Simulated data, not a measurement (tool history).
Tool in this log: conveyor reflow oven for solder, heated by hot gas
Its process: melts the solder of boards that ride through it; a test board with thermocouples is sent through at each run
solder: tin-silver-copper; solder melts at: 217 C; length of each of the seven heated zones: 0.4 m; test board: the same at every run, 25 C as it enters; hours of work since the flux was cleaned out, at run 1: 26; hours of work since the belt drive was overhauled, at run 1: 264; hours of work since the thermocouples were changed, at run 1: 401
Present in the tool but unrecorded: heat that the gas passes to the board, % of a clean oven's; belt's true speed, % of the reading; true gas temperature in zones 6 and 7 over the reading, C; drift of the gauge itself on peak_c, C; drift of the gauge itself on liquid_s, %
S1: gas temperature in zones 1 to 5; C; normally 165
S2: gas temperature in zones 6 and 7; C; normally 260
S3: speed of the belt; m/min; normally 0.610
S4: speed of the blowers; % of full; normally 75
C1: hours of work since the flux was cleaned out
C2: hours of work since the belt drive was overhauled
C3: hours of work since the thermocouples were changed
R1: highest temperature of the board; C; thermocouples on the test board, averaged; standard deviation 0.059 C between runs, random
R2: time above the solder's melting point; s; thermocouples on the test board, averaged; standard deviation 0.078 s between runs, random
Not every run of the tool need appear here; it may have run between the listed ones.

run	hour	S1	S2	S3	S4	C1	C2	C3	R1	R2
1	0.0	165	260	0.610	75	26	264	401	249.21	55.59
2	16.0	165	260	0.610	75	33	271	408	249.08	55.53
3	31.1	165	260	0.610	75	40	278	415	249.15	55.56
4	45.0	165	260	0.610	75	46	284	421	249.17	55.52
5	71.7	165	260	0.610	68	58	296	433	247.88	53.90
6	96.7	165	260	0.610	68	69	307	445	247.74	54.06
7	115.2	165	260	0.610	68	77	316	453	247.93	53.79
8	141.4	165	249	0.610	68	89	327	465	237.88	44.86
9	153.3	165	260	0.656	75	95	333	470	247.27	49.47
10	166.8	165	260	0.610	75	101	339	476	249.17	55.46
11	184.1	165	260	0.610	75	108	346	484	249.23	55.43
12	205.0	165	260	0.593	75	118	356	493	249.85	58.12
13	224.8	165	260	0.610	75	127	365	502	249.22	55.49
14	235.9	165	260	0.610	75	132	370	507	249.25	55.68
15	252.2	165	260	0.610	75	139	377	514	249.16	55.54
16	271.0	165	256	0.610	58	147	385	523	241.94	47.84
17	285.5	165	256	0.610	58	154	392	529	242.04	47.87
18	313.3	165	263	0.696	58	166	404	542	243.88	41.86
19	329.2	150	256	0.572	51	173	411	549	239.55	43.55
20	340.4	154	260	0.610	61	178	416	554	244.59	47.06
21	357.8	154	260	0.680	61	186	424	562	240.83	37.80
22	379.9	165	260	0.516	75	196	434	571	252.96	70.82
23	397.2	175	261	0.610	75	204	442	579	251.36	60.53
24	413.8	175	261	0.610	75	211	449	587	251.20	60.43
25	427.5	177	257	0.610	75	217	455	593	247.86	58.93
26	450.6	163	260	0.610	57	228	466	603	244.93	49.77
27	470.6	161	258	0.610	75	237	475	612	246.86	52.51
28	498.0	165	260	0.610	70	249	487	624	248.18	54.47
29	516.3	165	260	0.610	70	257	495	633	248.15	54.33
30	536.3	159	270	0.721	73	266	504	642	251.76	45.38

Below are 3 alternative next runs, each starting from the tool's condition after run 30. Predict each:
# hour 563.4: thermocouples of zones 6 and 7 changed
A	563.6	165	260	0.694	75	278	516	0	?	?
# hour 563.4: thermocouples of zones 6 and 7 changed
B	563.6	160	270	0.562	73	278	516	0	?	?
# hour 563.4: thermocouples of zones 6 and 7 changed
C	563.6	165	249	0.610	75	278	516	0	?	?

run	R1	R2
A	245.65	44.91
B	259.43	66.43
C	239.02	46.74
The same runs, with their run-to-run variation unchanged, on a tool lacking any hidden condition would have given:
run	R1	R2
A	245.72	44.98
B	259.48	66.47
C	239.07	46.82
